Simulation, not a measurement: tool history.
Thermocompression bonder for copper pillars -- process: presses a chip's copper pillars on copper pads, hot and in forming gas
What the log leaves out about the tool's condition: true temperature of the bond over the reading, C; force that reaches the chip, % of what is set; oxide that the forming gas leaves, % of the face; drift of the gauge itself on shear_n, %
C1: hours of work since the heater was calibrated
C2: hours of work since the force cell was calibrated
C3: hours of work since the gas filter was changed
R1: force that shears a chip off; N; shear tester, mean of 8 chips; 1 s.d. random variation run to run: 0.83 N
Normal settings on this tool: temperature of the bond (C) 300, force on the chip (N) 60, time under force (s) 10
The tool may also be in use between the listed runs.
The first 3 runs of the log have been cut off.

run 4 day=5.021 | temperature_of_the_bond_(C)=300 force_on_the_chip_(N)=60 time_under_force_(s)=20 | C1=100 C2=974 C3=66 | R1=111.4
run 5 day=6.396 | temperature_of_the_bond_(C)=284 force_on_the_chip_(N)=60 time_under_force_(s)=10 | C1=123 C2=997 C3=90 | R1=75.4
run 6 day=8.054 | temperature_of_the_bond_(C)=284 force_on_the_chip_(N)=60 time_under_force_(s)=10 | C1=152 C2=1026 C3=118 | R1=74.7
-- day=8.788 forming gas filter changed
run 7 day=9.408 | temperature_of_the_bond_(C)=284 force_on_the_chip_(N)=60 time_under_force_(s)=9 | C1=174 C2=1049 C3=11 | R1=75.3
run 8 day=11.233 | temperature_of_the_bond_(C)=278 force_on_the_chip_(N)=60 time_under_force_(s)=9 | C1=206 C2=1080 C3=42 | R1=67.8
run 9 day=12.496 | temperature_of_the_bond_(C)=278 force_on_the_chip_(N)=60 time_under_force_(s)=9 | C1=227 C2=1102 C3=64 | R1=68.4
run 10 day=13.504 | temperature_of_the_bond_(C)=278 force_on_the_chip_(N)=60 time_under_force_(s)=14 | C1=245 C2=1119 C3=81 | R1=78.5
run 11 day=15.012 | temperature_of_the_bond_(C)=278 force_on_the_chip_(N)=60 time_under_force_(s)=14 | C1=271 C2=1145 C3=107 | R1=76.1
run 12 day=16.062 | temperature_of_the_bond_(C)=300 force_on_the_chip_(N)=60 time_under_force_(s)=18 | C1=289 C2=1163 C3=125 | R1=105.6
-- day=16.383 forming gas filter changed
run 13 day=17.992 | temperature_of_the_bond_(C)=300 force_on_the_chip_(N)=60 time_under_force_(s)=18 | C1=322 C2=1196 C3=28 | R1=112.4
run 14 day=19.062 | temperature_of_the_bond_(C)=300 force_on_the_chip_(N)=60 time_under_force_(s)=18 | C1=340 C2=1214 C3=46 | R1=108.5
run 15 day=20.333 | temperature_of_the_bond_(C)=300 force_on_the_chip_(N)=60 time_under_force_(s)=18 | C1=362 C2=1236 C3=68 | R1=109.0
run 16 day=21.242 | temperature_of_the_bond_(C)=300 force_on_the_chip_(N)=60 time_under_force_(s)=10 | C1=377 C2=1251 C3=83 | R1=92.9
run 17 day=22.367 | temperature_of_the_bond_(C)=300 force_on_the_chip_(N)=60 time_under_force_(s)=10 | C1=397 C2=1271 C3=103 | R1=92.0
run 18 day=23.379 | temperature_of_the_bond_(C)=300 force_on_the_chip_(N)=60 time_under_force_(s)=10 | C1=414 C2=1288 C3=120 | R1=90.9
-- day=23.967 forming gas filter changed
run 19 day=24.917 | temperature_of_the_bond_(C)=300 force_on_the_chip_(N)=60 time_under_force_(s)=10 | C1=440 C2=1314 C3=16 | R1=98.1
run 20 day=26.312 | temperature_of_the_bond_(C)=300 force_on_the_chip_(N)=60 time_under_force_(s)=10 | C1=464 C2=1338 C3=40 | R1=94.0
run 21 day=28.242 | temperature_of_the_bond_(C)=291 force_on_the_chip_(N)=87 time_under_force_(s)=10 | C1=497 C2=1371 C3=73 | R1=107.9
run 22 day=30.221 | temperature_of_the_bond_(C)=303 force_on_the_chip_(N)=77 time_under_force_(s)=22 | C1=531 C2=1405 C3=107 | R1=124.5
run 23 day=31.433 | temperature_of_the_bond_(C)=300 force_on_the_chip_(N)=55 time_under_force_(s)=14 | C1=552 C2=1426 C3=128 | R1=95.0
-- day=31.571 forming gas filter changed
run 24 day=33.242 | temperature_of_the_bond_(C)=300 force_on_the_chip_(N)=73 time_under_force_(s)=18 | C1=583 C2=1457 C3=29 | R1=122.7
run 25 day=34.571 | temperature_of_the_bond_(C)=300 force_on_the_chip_(N)=73 time_under_force_(s)=18 | C1=605 C2=1480 C3=52 | R1=123.1
run 26 day=36.758 | temperature_of_the_bond_(C)=301 force_on_the_chip_(N)=66 time_under_force_(s)=6 | C1=643 C2=1517 C3=89 | R1=87.6
run 27 day=38.358 | temperature_of_the_bond_(C)=301 force_on_the_chip_(N)=66 time_under_force_(s)=6 | C1=670 C2=1545 C3=117 | R1=86.5
-- day=39.254 forming gas filter changed
run 28 day=40.221 | temperature_of_the_bond_(C)=301 force_on_the_chip_(N)=66 time_under_force_(s)=6 | C1=702 C2=1576 C3=17 | R1=90.4

Run 29 comes next. What will it give?
run 29 day=41.792 | temperature_of_the_bond_(C)=324 force_on_the_chip_(N)=66 time_under_force_(s)=25 | C1=729 C2=1603 C3=44 | R1=?

{"run 29": {"R1": 137.7}}
Minus the tool's unlogged condition, the same run would have read R1 141.5 N.
